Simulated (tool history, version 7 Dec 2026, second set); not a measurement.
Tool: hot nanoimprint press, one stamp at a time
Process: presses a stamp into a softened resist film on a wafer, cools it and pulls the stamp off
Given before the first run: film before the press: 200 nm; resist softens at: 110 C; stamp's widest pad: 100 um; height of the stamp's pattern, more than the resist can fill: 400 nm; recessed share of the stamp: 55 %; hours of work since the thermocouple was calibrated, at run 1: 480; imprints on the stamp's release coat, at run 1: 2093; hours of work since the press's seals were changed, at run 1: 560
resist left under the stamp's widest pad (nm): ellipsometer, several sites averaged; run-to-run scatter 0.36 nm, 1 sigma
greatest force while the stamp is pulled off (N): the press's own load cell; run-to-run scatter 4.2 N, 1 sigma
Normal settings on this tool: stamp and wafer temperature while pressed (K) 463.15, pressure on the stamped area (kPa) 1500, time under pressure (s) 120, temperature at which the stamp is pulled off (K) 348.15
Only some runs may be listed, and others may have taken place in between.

run	hour	stamp and wafer temperature while pressed (K)	pressure on the stamped area (kPa)	time under pressure (s)	temperature at which the stamp is pulled off (K)	hours of work since the thermocouple was calibrated	imprints on the stamp's release coat	hours of work since the press's seals were changed	resist left under the stamp's widest pad (nm)	greatest force while the stamp is pulled off (N)
1	0	463.15	1500	120	348.15	480	2093	560	114.7	428
# hour 18.7: stamp cleaned and given a new release coat
2	29.9	463.15	1500	120	348.15	490	34	570	114.6	217
3	59.8	463.15	1500	120	348.15	503	124	583	114.5	225
# hour 68.5: plate thermocouple calibrated
4	82.3	463.15	1500	223	348.15	6	183	591	94.8	225
5	99.9	463.15	1500	223	348.15	13	235	598	95.1	233
6	123.3	463.15	1500	223	348.15	23	306	608	95.1	237
7	154.9	463.15	1500	223	348.15	36	401	622	95.3	250
8	188.9	463.15	1500	223	348.15	51	503	636	95.4	271
9	226.1	457.15	1150	130	348.15	67	615	652	146.4	278
# hour 261.7: plate thermocouple calibrated, once more
10	264.7	456.15	970	120	348.15	1	722	667	153.1	269
11	286.2	467.15	1500	118	348.15	10	786	676	99.4	277
12	308.9	463.15	1500	213	348.15	20	854	685	91.8	279
13	343.2	463.15	1500	213	348.15	34	957	700	92	275

For each entry between runs, how does the tool's hidden state at the last listed run before it compare with that at the first listed run after it?
Between runs 1 and 2: stamp cleaned and given a new release coat (hour 18.7)
  true temperature over the reading, C: -1.42 -> -1.45; pressure that arrives at the usual setting, %: 98.48 -> 98.45; grip of the stamp's worn release coat, % over a new coat's: 100.9 -> 1.4
  measured result minus the result with no hidden state, resist left under the stamp's widest pad (nm): +5.1 -> +5.1; greatest force while the stamp is pulled off (N): +224 -> +11
Between runs 3 and 4: plate thermocouple calibrated (hour 68.5)
  true temperature over the reading, C: -1.49 -> -1.71; pressure that arrives at the usual setting, %: 98.42 -> 98.4; grip of the stamp's worn release coat, % over a new coat's: 5.1 -> 7.5
  measured result minus the result with no hidden state, resist left under the stamp's widest pad (nm): +5.3 -> +5.5; greatest force while the stamp is pulled off (N): +19 -> +25
Between runs 9 and 10: plate thermocouple calibrated, once more (hour 261.7)
  true temperature over the reading, C: -1.9 -> 0.04; pressure that arrives at the usual setting, %: 98.23 -> 98.2; grip of the stamp's worn release coat, % over a new coat's: 26.3 -> 31.1
  measured result minus the result with no hidden state, resist left under the stamp's widest pad (nm): +6.6 -> +0.4; greatest force while the stamp is pulled off (N): +69 -> +63
